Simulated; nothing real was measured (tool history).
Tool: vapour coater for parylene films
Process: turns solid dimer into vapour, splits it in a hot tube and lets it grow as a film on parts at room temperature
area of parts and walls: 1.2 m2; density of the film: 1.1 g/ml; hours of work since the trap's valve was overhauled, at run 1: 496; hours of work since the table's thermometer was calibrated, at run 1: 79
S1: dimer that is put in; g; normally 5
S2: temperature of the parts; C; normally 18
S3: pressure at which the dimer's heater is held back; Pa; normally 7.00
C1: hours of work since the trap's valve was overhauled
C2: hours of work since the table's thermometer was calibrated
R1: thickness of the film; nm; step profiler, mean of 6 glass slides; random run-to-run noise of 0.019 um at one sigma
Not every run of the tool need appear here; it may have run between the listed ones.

{"run": 1, "day": 0.0, "S1": 5, "S2": 18, "S3": 7.0, "C1": 496, "C2": 79, "R1": 1790}
{"run": 2, "day": 0.358, "S1": 5, "S2": 18, "S3": 7.0, "C1": 501, "C2": 84, "R1": 1810}
{"run": 3, "day": 0.85, "S1": 5, "S2": 18, "S3": 7.0, "C1": 509, "C2": 92, "R1": 1800}
{"run": 4, "day": 1.258, "S1": 5, "S2": 18, "S3": 7.0, "C1": 515, "C2": 98, "R1": 1800}
{"run": 5, "day": 1.858, "S1": 5, "S2": 18, "S3": 7.0, "C1": 524, "C2": 107, "R1": 1780}
{"run": 6, "day": 2.267, "S1": 5, "S2": 18, "S3": 7.0, "C1": 531, "C2": 114, "R1": 1810}
{"run": 7, "day": 2.921, "S1": 5, "S2": 18, "S3": 7.0, "C1": 541, "C2": 124, "R1": 1790}
{"run": 8, "day": 3.392, "S1": 2, "S2": 18, "S3": 7.0, "C1": 548, "C2": 131, "R1": 720}
{"run": 9, "day": 3.675, "S1": 5, "S2": 18, "S3": 7.0, "C1": 552, "C2": 135, "R1": 1810}
{"run": 10, "day": 4.162, "S1": 5, "S2": 18, "S3": 7.0, "C1": 560, "C2": 143, "R1": 1780}
{"run": 11, "day": 4.475, "S1": 5, "S2": 18, "S3": 7.0, "C1": 564, "C2": 147, "R1": 1790}
{"run": 12, "day": 4.875, "S1": 5, "S2": 18, "S3": 3.7, "C1": 571, "C2": 154, "R1": 2080}
{"run": 13, "day": 5.388, "S1": 5, "S2": 18, "S3": 7.0, "C1": 578, "C2": 161, "R1": 1810}
{"run": 14, "day": 5.796, "S1": 5, "S2": 18, "S3": 7.0, "C1": 585, "C2": 168, "R1": 1780}
{"run": 15, "day": 6.254, "S1": 5, "S2": 18, "S3": 7.0, "C1": 592, "C2": 175, "R1": 1820}
{"run": 16, "day": 6.633, "S1": 5, "S2": 18, "S3": 7.0, "C1": 597, "C2": 180, "R1": 1820}
{"run": 17, "day": 7.092, "S1": 2, "S2": 13, "S3": 7.0, "C1": 604, "C2": 187, "R1": 850}
{"run": 18, "day": 7.496, "S1": 6, "S2": 18, "S3": 7.0, "C1": 611, "C2": 194, "R1": 2170}
{"run": 19, "day": 7.821, "S1": 6, "S2": 12, "S3": 2.97, "C1": 616, "C2": 199, "R1": 3160}
{"run": 20, "day": 8.204, "S1": 3, "S2": 18, "S3": 5.85, "C1": 622, "C2": 205, "R1": 1120}
{"run": 21, "day": 8.742, "S1": 5, "S2": 16, "S3": 4.14, "C1": 630, "C2": 213, "R1": 2180}
{"run": 22, "day": 9.325, "S1": 3, "S2": 27, "S3": 3.85, "C1": 639, "C2": 222, "R1": 910}
{"run": 23, "day": 9.646, "S1": 5, "S2": 28, "S3": 4.79, "C1": 644, "C2": 227, "R1": 1390}
{"run": 24, "day": 10.062, "S1": 5, "S2": 28, "S3": 4.79, "C1": 650, "C2": 233, "R1": 1390}
{"run": 25, "day": 10.675, "S1": 7, "S2": 22, "S3": 2.58, "C1": 659, "C2": 242, "R1": 2700}
{"run": 26, "day": 11.304, "S1": 5, "S2": 18, "S3": 3.94, "C1": 669, "C2": 252, "R1": 2030}

Run 27 comes next. What will it give?
{"run": 27, "day": 11.921, "S1": 6, "S2": 18, "S3": 11.01, "C1": 678, "C2": 261, "R1": "?"}

Run 27 yielded R1 1980 nm.
Take away the tool's hidden state, keep the run-to-run variation as it was, and the same run would have given R1 1990 nm.
